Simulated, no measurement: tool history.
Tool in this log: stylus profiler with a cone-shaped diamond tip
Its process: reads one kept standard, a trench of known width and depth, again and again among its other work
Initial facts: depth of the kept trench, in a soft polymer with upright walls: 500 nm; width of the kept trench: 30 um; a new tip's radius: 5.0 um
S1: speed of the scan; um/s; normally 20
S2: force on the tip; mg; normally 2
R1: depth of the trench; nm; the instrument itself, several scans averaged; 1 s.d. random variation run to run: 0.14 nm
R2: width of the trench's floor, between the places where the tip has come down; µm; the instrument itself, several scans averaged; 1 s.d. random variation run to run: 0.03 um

| run | hour | S1 | S2 | R1 | R2 |
|---|---|---|---|---|---|
| 1 | 0 | 20 | 2 | 503.99 | 23.65 |
| 2 | 21.3 | 20 | 2 | 503.98 | 23.56 |
| 3 | 46.8 | 20 | 2 | 504.07 | 23.51 |
| 4 | 73 | 20 | 4.32 | 505.34 | 23.49 |
| 5 | 86 | 20 | 0.82 | 503.01 | 23.41 |
| 6 | 105.3 | 20 | 0.82 | 502.82 | 23.34 |
| 7 | 132.7 | 20 | 0.82 | 502.99 | 23.34 |
| 8 | 145.3 | 20 | 0.82 | 502.99 | 23.34 |
| 9 | 170 | 20 | 0.82 | 502.7 | 23.25 |
| 10 | 190.5 | 20 | 2 | 504.31 | 23.24 |
| 11 | 206.2 | 20 | 2 | 504.15 | 23.17 |
| 12 | 229.4 | 20 | 2 | 504.04 | 23.22 |
| 13 | 242.2 | 5 | 1.14 | 503.45 | 23.19 |
| 14 | 256.6 | 14 | 1.9 | 504.24 | 23.16 |
| 15 | 283 | 14 | 1.9 | 504.26 | 23.1 |
| 16 | 301.2 | 20 | 3.19 | 504.99 | 23.07 |
| 17 | 321.1 | 20 | 3.19 | 505.48 | 23.01 |
| 18 | 345.1 | 24 | 3.19 | 505.17 | 22.91 |
| 19 | 368.2 | 24 | 2.31 | 504.73 | 22.91 |
| 20 | 382.4 | 24 | 2.31 | 504.63 | 22.95 |
| 21 | 405.4 | 24 | 4.87 | 506.36 | 22.91 |
| 22 | 424.3 | 7 | 0.97 | 503.46 | 22.88 |
| 23 | 437.6 | 7 | 0.97 | 503.62 | 22.82 |
| 24 | 453.8 | 12 | 0.83 | 503.5 | 22.79 |

Forecast each of these 3 alternatives for the next run:
| A | 481.6 | 6 | 2 | ? | ? |
| B | 481.6 | 15 | 2 | ? | ? |
| C | 481.6 | 74 | 3.83 | ? | ? |

| run | R1 | R2 |
|---|---|---|
| A | 504.69 | 22.79 |
| B | 504.52 | 22.72 |
| C | 506.05 | 22.62 |
Without the tool's hidden state the same runs would have given:
| run | R1 | R2 |
|---|---|---|
| A | 502.55 | 25.6 |
| B | 502.39 | 25.54 |
| C | 503.92 | 25.44 |

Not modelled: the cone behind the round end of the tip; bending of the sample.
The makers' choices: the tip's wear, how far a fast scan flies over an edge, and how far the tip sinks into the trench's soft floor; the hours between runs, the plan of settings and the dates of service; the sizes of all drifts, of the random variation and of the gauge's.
